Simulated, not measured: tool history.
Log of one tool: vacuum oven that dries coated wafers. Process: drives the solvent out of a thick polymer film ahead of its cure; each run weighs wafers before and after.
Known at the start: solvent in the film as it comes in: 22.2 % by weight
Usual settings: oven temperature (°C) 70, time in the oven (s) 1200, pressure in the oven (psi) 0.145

Run 1, hour 0.0: usual settings. Result: solvent left in the film (%) 2.60.
Run 2, hour 47.4: usual settings. Result: solvent left in the film (%) 2.61.
Run 3, hour 70.0: usual settings. Result: solvent left in the film (%) 2.58.
Run 4, hour 112.7: usual settings. Result: solvent left in the film (%) 2.62.
Run 5, hour 137.4: usual settings. Result: solvent left in the film (%) 2.66.
Run 6, hour 159.3: usual settings. Result: solvent left in the film (%) 2.66.
Run 7, hour 192.8: usual settings. Result: solvent left in the film (%) 2.71.
Run 8, hour 212.9: usual settings. Result: solvent left in the film (%) 2.66.
Run 9, hour 246.1: usual settings. Result: solvent left in the film (%) 2.70.
Run 10, hour 265.9: usual settings but time in the oven (s) 1080. Result: solvent left in the film (%) 3.03.
Run 11, hour 307.5: usual settings but time in the oven (s) 1080. Result: solvent left in the film (%) 3.07.
Run 12, hour 353.8: usual settings but time in the oven (s) 1080. Result: solvent left in the film (%) 3.08.
Run 13, hour 377.2: usual settings but oven temperature (°C) 57. Result: solvent left in the film (%) 8.31.
Run 14, hour 419.0: usual settings. Result: solvent left in the film (%) 2.75.
Run 15, hour 450.9: usual settings. Result: solvent left in the film (%) 2.75.
Run 16, hour 486.3: usual settings but time in the oven (s) 1020. Result: solvent left in the film (%) 3.34.
Run 17, hour 505.7: usual settings but time in the oven (s) 1020. Result: solvent left in the film (%) 3.35.
Run 18, hour 542.0: usual settings but pressure in the oven (psi) 0.482. Result: solvent left in the film (%) 6.12.
Run 19, hour 570.6: usual settings but pressure in the oven (psi) 0.555. Result: solvent left in the film (%) 6.77.
Run 20, hour 604.5: usual settings but pressure in the oven (psi) 0.555. Result: solvent left in the film (%) 6.85.
Run 21, hour 629.2: usual settings but pressure in the oven (psi) 0.555. Result: solvent left in the film (%) 6.96.
Run 22, hour 663.6: usual settings but oven temperature (°C) 84, time in the oven (s) 1500, pressure in the oven (psi) 0.386. Result: solvent left in the film (%) 2.41.
At hour 670.0: oven's thermocouples calibrated.
Run 23, hour 691.1: usual settings but oven temperature (°C) 84, time in the oven (s) 1500, pressure in the oven (psi) 0.386. Result: solvent left in the film (%) 2.38.
Run 24, hour 738.0: usual settings but oven temperature (°C) 69, time in the oven (s) 1320, pressure in the oven (psi) 0.305. Result: solvent left in the film (%) 4.63.
At hour 744.3: oven's thermocouples calibrated, once more.
Run 25, hour 782.2: usual settings but oven temperature (°C) 69, time in the oven (s) 1320, pressure in the oven (psi) 0.305. Result: solvent left in the film (%) 4.30.

Run 26 comes next. What will it give?
Run 26, hour 825.4: usual settings but time in the oven (s) 900, pressure in the oven (psi) 0.210. Result: solvent left in the film (%) ?.

Run 26 gave solvent left in the film (%) 4.38.
Without the tool's hidden state the same run would have given solvent left in the film (%) 3.96.

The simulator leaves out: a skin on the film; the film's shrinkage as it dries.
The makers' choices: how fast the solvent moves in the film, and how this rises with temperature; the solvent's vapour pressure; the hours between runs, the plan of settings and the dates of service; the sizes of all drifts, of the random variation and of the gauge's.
